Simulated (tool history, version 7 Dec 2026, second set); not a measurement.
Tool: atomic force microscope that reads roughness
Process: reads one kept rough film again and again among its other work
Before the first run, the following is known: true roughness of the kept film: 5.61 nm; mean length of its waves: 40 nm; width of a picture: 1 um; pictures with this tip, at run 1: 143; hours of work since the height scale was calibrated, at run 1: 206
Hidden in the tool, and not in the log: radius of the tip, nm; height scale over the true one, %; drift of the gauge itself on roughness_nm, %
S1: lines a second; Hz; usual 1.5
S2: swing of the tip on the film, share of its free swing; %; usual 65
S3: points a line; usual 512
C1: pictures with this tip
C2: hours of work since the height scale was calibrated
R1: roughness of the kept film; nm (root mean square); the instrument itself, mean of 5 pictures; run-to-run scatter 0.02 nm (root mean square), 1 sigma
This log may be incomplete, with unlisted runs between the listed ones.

run,hour,S1,S2,S3,C1,C2,R1
1,0,1.5,65,512,143,206,4.496
2,6.1,1.5,65,825,150,210,4.451
3,17.3,1.5,65,825,162,216,4.431
4,25.3,1.5,71,512,172,221,4.31
5,35.5,1.5,65,512,183,227,4.388
6,42.6,1.5,65,512,191,231,4.35
7,50.9,1.5,65,512,201,236,4.342
8,56.6,1.5,65,512,208,239,4.351
9,62.7,1.5,65,512,214,243,4.284
10,71.9,1.5,65,512,225,248,4.292
11,77.9,1.5,65,512,232,252,4.286
12,88.7,0.64,65,512,244,258,4.418
13,97.7,0.64,65,512,255,263,4.352
14,103.9,1.5,60,512,262,267,4.291
# hour 111.4: new tip fitted
15,112.9,1.5,60,512,2,272,4.899
16,123.3,1.5,65,265,13,278,4.781
17,131,1.5,65,265,22,283,4.773
18,141,1.5,82,265,34,288,4.338
# hour 142.8: height scale calibrated on a step standard
19,150.2,1.5,82,265,43,4,4.359
20,158.1,0.51,65,512,52,9,4.872
21,167.4,0.51,65,512,63,14,4.82
# hour 173: height scale calibrated on a step standard, once more
22,173.5,0.51,65,512,69,0,4.864
23,180.1,1.5,65,362,76,4,4.637
24,185.2,1.5,65,362,82,7,4.665
25,195.3,1.5,88,948,94,13,4.162
26,203.8,1.5,72,984,103,18,4.49
27,209.6,1.5,72,984,110,21,4.466
28,221.4,1.5,72,984,124,28,4.416
29,226.2,1.5,72,984,129,31,4.427
30,234.7,1.5,72,984,139,36,4.421
31,243.6,1.5,57,371,149,41,4.633
32,248.6,1.91,72,512,155,44,4.272
33,257.4,1.5,57,548,165,49,4.556
34,266.1,1.97,73,437,175,54,4.237
35,274,1.47,73,437,184,59,4.331
36,283,1.47,73,437,194,64,4.291
37,289.3,1.47,58,265,201,68,4.407
38,294.5,1.47,58,265,207,71,4.475
39,299.5,0.85,87,808,213,74,4.183
40,311.1,0.85,87,808,226,81,4.156
41,316.7,1.3,55,647,233,84,4.479
42,328.2,1.35,65,512,246,91,4.333
43,339,1.35,65,512,258,97,4.319
44,346.3,3.45,65,512,267,101,4.001
# hour 349.3: new tip fitted
45,357.6,3.45,65,512,9,108,4.474
46,367.3,1.5,87,630,20,113,4.25
47,374.1,3.58,69,331,28,117,4.292

Branching from run 47: 5 alternative next runs. What would each branch give?
A,382.5,1.5,75,729,38,122,?
B,382.5,3.58,83,331,38,122,?
C,382.5,0.96,69,331,38,122,?
D,382.5,1.28,87,331,38,122,?
E,382.5,3.58,58,331,38,122,?

run,R1
A,4.503
B,3.68
C,4.746
D,4.326
E,4.579
With no hidden state in the tool, these same runs would have given:
run,R1
A,4.633
B,3.786
C,4.883
D,4.451
E,4.712
